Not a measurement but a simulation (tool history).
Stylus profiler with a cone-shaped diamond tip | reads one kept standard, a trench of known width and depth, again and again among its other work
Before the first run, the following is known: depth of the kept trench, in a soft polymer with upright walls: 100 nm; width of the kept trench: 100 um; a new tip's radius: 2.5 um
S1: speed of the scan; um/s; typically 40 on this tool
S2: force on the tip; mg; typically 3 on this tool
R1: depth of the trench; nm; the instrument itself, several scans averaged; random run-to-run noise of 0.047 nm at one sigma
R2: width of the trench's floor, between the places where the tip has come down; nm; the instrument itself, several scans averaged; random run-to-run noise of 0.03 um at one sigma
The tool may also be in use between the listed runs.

run,hour,S1,S2,R1,R2
1,0,40,3,100.41,98290
2,31.1,40,3,100.3,98260
3,61.9,40,1.14,99.97,98240
4,85.5,40,1.14,100,98230
5,116.1,40,1.14,99.99,98160
6,147,40,1.14,99.91,98210
7,177.2,40,1.14,99.89,98170
8,207.5,50,3,100.24,98270
9,238.5,50,3,100.24,98240
10,253.1,50,7.78,100.91,98300
11,278.7,85,3,100.21,98090
12,298.1,85,3,100.23,98070
13,331.1,85,3,100.29,98070
14,359.2,85,3,100.3,98070
15,374,88,3,100.32,98080
16,399.4,40,3,100.24,98290
# hour 402.5: height scale calibrated on a step standard
17,431.5,40,3,100.09,98260
18,456.4,26,4.47,100.34,98270
19,476.1,26,4.47,100.29,98360
20,493.4,19,8.53,100.79,98360
21,518.8,19,8.53,100.81,98320
22,544.7,16,2.64,100.04,98330
# hour 570.3: height scale calibrated on a step standard, once more
23,579.3,90,2.3,100.6,97990
24,596,90,2.3,100.7,98010
25,610.7,28,1.82,100.51,98260
26,639.5,143,1.09,100.23,97510
27,657.9,74,2.04,100.51,98000
28,684.9,74,2.04,100.52,98020
29,715.8,40,2.95,100.78,98190
30,731,40,2.95,100.63,98190
31,755.2,26,6.93,101.19,98290
32,787.9,26,6.93,101.24,98350
33,816.8,26,6.93,101.28,98250

Branching from run 33: 4 alternative next runs. What would each branch give?
A,845.8,11,8.53,?,?
B,845.8,50,3,?,?
C,845.8,14,3.35,?,?
D,845.8,98,1.25,?,?

run,R1,R2
A,101.36,98340
B,100.63,98130
C,100.76,98250
D,100.34,97770
With the hidden condition removed and each run's random variation left untouched, the same runs would have given:
run,R1,R2
A,101.45,98590
B,100.72,98380
C,100.85,98500
D,100.43,98020
